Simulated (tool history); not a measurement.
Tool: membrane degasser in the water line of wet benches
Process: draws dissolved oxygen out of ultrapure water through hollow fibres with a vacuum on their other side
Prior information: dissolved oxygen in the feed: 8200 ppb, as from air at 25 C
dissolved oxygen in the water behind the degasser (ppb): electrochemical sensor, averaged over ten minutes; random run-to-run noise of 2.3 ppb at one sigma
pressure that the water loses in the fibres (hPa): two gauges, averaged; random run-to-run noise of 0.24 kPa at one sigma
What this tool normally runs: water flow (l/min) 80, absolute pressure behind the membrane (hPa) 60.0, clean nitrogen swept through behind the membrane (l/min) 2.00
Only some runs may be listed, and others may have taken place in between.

run	hour	water flow (l/min)	absolute pressure behind the membrane (hPa)	clean nitrogen swept through behind the membrane (l/min)	dissolved oxygen in the water behind the degasser (ppb)	pressure that the water loses in the fibres (hPa)
1	0.0	80	60.0	2.00	230.4	610.6
2	93.8	80	60.0	1.61	268.1	604.4
3	179.6	80	60.0	2.00	226.4	611.5
4	269.6	80	60.0	2.00	229.7	605.0
5	328.1	80	60.0	2.00	230.9	609.7
6	440.4	80	60.0	2.00	225.3	609.3
7	524.7	80	60.0	2.00	224.3	608.5
8	653.0	80	60.0	2.00	229.9	610.7
9	735.9	80	60.0	2.00	234.2	604.3
10	848.9	80	60.0	2.00	227.2	607.8
11	966.3	80	60.0	2.00	228.9	608.5
12	1035.1	81	60.0	2.00	227.0	612.2
13	1133.5	81	60.0	2.00	233.1	616.9
14	1243.6	81	60.0	2.00	227.1	615.7
15	1343.6	81	60.0	2.00	231.2	613.4
16	1412.9	81	60.0	2.00	229.1	618.6
17	1496.4	76	41.8	2.00	82.1	576.4
18	1586.6	76	41.8	2.00	84.3	579.9
19	1681.8	80	61.2	1.61	286.0	608.0
20	1785.9	76	60.0	1.21	321.1	576.3
21	1854.5	76	60.0	1.21	313.4	579.6
22	1921.5	114	118.7	2.00	879.4	862.7
23	2035.7	108	118.7	2.48	716.0	821.6
24	2115.1	108	118.7	2.48	710.5	817.3
25	2197.9	108	95.5	0.99	957.5	822.2
26	2287.4	78	41.9	2.00	84.8	592.3
27	2344.8	97	68.5	2.00	344.0	740.3
28	2454.0	97	68.5	2.00	352.6	732.1
29	2566.5	97	68.5	2.00	343.1	730.3
30	2690.7	68	60.0	0.83	379.6	517.6
31	2806.8	78	105.2	3.73	336.9	589.7
32	2870.8	86	46.0	2.00	129.0	654.9

Put back what was entered between runs (2 entries, withheld): which listed runs does each sit between, and how does the hidden state differ from the listed run before to the listed run after?
After run 6, before run 7: vacuum gauge calibrated (hour 488.0)
  no difference in the tool's unlogged condition between these two runs
After run 28, before run 29: seals of the vacuum lines changed (hour 2539.0)
  air that leaks in behind the membrane, l/min: 0.0021 -> 0.002
